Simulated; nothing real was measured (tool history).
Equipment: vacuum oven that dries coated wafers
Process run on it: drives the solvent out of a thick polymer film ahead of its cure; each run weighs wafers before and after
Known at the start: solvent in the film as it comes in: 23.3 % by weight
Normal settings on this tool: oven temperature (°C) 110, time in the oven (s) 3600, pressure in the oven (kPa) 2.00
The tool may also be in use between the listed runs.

run 1 day=0.000 | oven_temperature_(°C)=110 time_in_the_oven_(s)=3600 pressure_in_the_oven_(kPa)=2.00 | solvent_left_in_the_film_(%)=4.98
run 2 day=2.862 | oven_temperature_(°C)=110 time_in_the_oven_(s)=3600 pressure_in_the_oven_(kPa)=2.00 | solvent_left_in_the_film_(%)=5.04
run 3 day=5.733 | oven_temperature_(°C)=110 time_in_the_oven_(s)=3600 pressure_in_the_oven_(kPa)=2.00 | solvent_left_in_the_film_(%)=4.97
run 4 day=8.671 | oven_temperature_(°C)=110 time_in_the_oven_(s)=3600 pressure_in_the_oven_(kPa)=2.00 | solvent_left_in_the_film_(%)=5.08
-- day=11.442 oven's thermocouples calibrated
run 5 day=11.567 | oven_temperature_(°C)=117 time_in_the_oven_(s)=3600 pressure_in_the_oven_(kPa)=2.00 | solvent_left_in_the_film_(%)=3.31
run 6 day=13.300 | oven_temperature_(°C)=110 time_in_the_oven_(s)=3600 pressure_in_the_oven_(kPa)=7.97 | solvent_left_in_the_film_(%)=11.22
run 7 day=16.667 | oven_temperature_(°C)=110 time_in_the_oven_(s)=3600 pressure_in_the_oven_(kPa)=7.97 | solvent_left_in_the_film_(%)=11.24
run 8 day=20.042 | oven_temperature_(°C)=110 time_in_the_oven_(s)=3600 pressure_in_the_oven_(kPa)=7.97 | solvent_left_in_the_film_(%)=11.51
run 9 day=22.179 | oven_temperature_(°C)=110 time_in_the_oven_(s)=2940 pressure_in_the_oven_(kPa)=7.97 | solvent_left_in_the_film_(%)=11.91
run 10 day=23.679 | oven_temperature_(°C)=110 time_in_the_oven_(s)=5880 pressure_in_the_oven_(kPa)=2.00 | solvent_left_in_the_film_(%)=3.91
run 11 day=26.158 | oven_temperature_(°C)=110 time_in_the_oven_(s)=1920 pressure_in_the_oven_(kPa)=2.00 | solvent_left_in_the_film_(%)=8.43
run 12 day=29.258 | oven_temperature_(°C)=110 time_in_the_oven_(s)=1920 pressure_in_the_oven_(kPa)=2.00 | solvent_left_in_the_film_(%)=8.47
run 13 day=32.133 | oven_temperature_(°C)=110 time_in_the_oven_(s)=1920 pressure_in_the_oven_(kPa)=2.00 | solvent_left_in_the_film_(%)=8.49
run 14 day=34.712 | oven_temperature_(°C)=103 time_in_the_oven_(s)=3600 pressure_in_the_oven_(kPa)=2.00 | solvent_left_in_the_film_(%)=7.84
run 15 day=37.367 | oven_temperature_(°C)=96 time_in_the_oven_(s)=3600 pressure_in_the_oven_(kPa)=2.00 | solvent_left_in_the_film_(%)=10.99
run 16 day=40.417 | oven_temperature_(°C)=120 time_in_the_oven_(s)=3900 pressure_in_the_oven_(kPa)=2.00 | solvent_left_in_the_film_(%)=2.89

Run 17 has not been measured yet. What should we expect?
run 17 day=43.371 | oven_temperature_(°C)=120 time_in_the_oven_(s)=3900 pressure_in_the_oven_(kPa)=2.00 | solvent_left_in_the_film_(%)=?

solvent left in the film (%): 2.95
With no hidden state in the tool, this same run would have given solvent left in the film (%) 1.91.

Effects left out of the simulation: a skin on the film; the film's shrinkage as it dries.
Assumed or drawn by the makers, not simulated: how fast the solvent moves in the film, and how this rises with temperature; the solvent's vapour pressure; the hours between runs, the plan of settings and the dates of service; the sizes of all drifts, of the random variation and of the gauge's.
